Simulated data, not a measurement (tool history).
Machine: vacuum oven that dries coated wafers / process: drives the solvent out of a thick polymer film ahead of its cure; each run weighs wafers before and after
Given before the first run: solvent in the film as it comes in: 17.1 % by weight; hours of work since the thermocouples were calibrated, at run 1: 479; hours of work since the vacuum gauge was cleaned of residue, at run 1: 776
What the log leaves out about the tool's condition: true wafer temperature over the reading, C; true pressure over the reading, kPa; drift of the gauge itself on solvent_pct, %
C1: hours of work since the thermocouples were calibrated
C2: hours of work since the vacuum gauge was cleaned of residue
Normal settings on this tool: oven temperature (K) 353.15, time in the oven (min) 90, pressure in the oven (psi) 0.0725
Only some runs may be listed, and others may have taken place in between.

Run 1, day 0: usual settings; C1 479; C2 776. Result: solvent left in the film (%) 1.54.
Run 2, day 0.958: usual settings; C1 492; C2 790. Result: solvent left in the film (%) 1.46.
Run 3, day 2.746: usual settings but pressure in the oven (psi) 0.0792; C1 518; C2 816. Result: solvent left in the film (%) 1.56.
Run 4, day 4.15: usual settings but pressure in the oven (psi) 0.0792; C1 538; C2 836. Result: solvent left in the film (%) 1.49.
Run 5, day 5.538: usual settings but pressure in the oven (psi) 0.0792; C1 557; C2 855. Result: solvent left in the film (%) 1.53.
Run 6, day 6.525: usual settings but pressure in the oven (psi) 0.0792; C1 572; C2 869. Result: solvent left in the film (%) 1.5.
Run 7, day 8.304: usual settings but pressure in the oven (psi) 0.05; C1 597; C2 895. Result: solvent left in the film (%) 1.38.
Run 8, day 10.171: usual settings but pressure in the oven (psi) 0.05; C1 624; C2 921. Result: solvent left in the film (%) 1.4.
Run 9, day 11.217: usual settings; C1 638; C2 936. Result: solvent left in the film (%) 1.46.
Run 10, day 12.971: usual settings; C1 663; C2 961. Result: solvent left in the film (%) 1.47.
Run 11, day 14.933: usual settings; C1 691; C2 989. Result: solvent left in the film (%) 1.52.
Run 12, day 16.258: usual settings; C1 710; C2 1008. Result: solvent left in the film (%) 1.47.
Run 13, day 17.746: usual settings; C1 732; C2 1029. Result: solvent left in the film (%) 1.41.
Run 14, day 19.288: usual settings but time in the oven (min) 78; C1 754; C2 1051. Result: solvent left in the film (%) 1.89.
Run 15, day 20.85: usual settings but time in the oven (min) 78; C1 776; C2 1074. Result: solvent left in the film (%) 1.84.
Run 16, day 22.367: usual settings but oven temperature (K) 359.15, time in the oven (min) 135, pressure in the oven (psi) 0.2554; C1 797; C2 1095. Result: solvent left in the film (%) 1.02.
Run 17, day 24.096: usual settings but oven temperature (K) 359.15, time in the oven (min) 65, pressure in the oven (psi) 0.1072; C1 822; C2 1120. Result: solvent left in the film (%) 1.24.
Run 18, day 25.367: usual settings but oven temperature (K) 361.15, time in the oven (min) 47, pressure in the oven (psi) 0.2367; C1 840; C2 1138. Result: solvent left in the film (%) 2.1.
Run 19, day 26.946: usual settings but pressure in the oven (psi) 0.2896; C1 863; C2 1161. Result: solvent left in the film (%) 2.23.
Run 20, day 28.167: usual settings but pressure in the oven (psi) 0.2896; C1 880; C2 1178. Result: solvent left in the film (%) 2.27.
Run 21, day 29.946: usual settings but pressure in the oven (psi) 0.2896; C1 905; C2 1203. Result: solvent left in the film (%) 2.22.

For each run, the measured value with the value that run would have given without the tool's hidden condition subtracted. The run-to-run variation is shared by both, the gauge scatter possibly not:
run  solvent left in the film (%)
  1                         -0.06
  2                         -0.07
  3                         -0.06
  4                         -0.08
  5                         -0.08
  6                         -0.08
  7                         -0.08
  8                         -0.09
  9                         -0.09
 10                         -0.09
 11                         -0.11
 12                         -0.11
 13                         -0.12
 14                         -0.18
 15                         -0.17
 16                         +0.05
 17                         -0.12
 18                         -0.22
 19                         -0.17
 20                         -0.18
 21                         -0.19
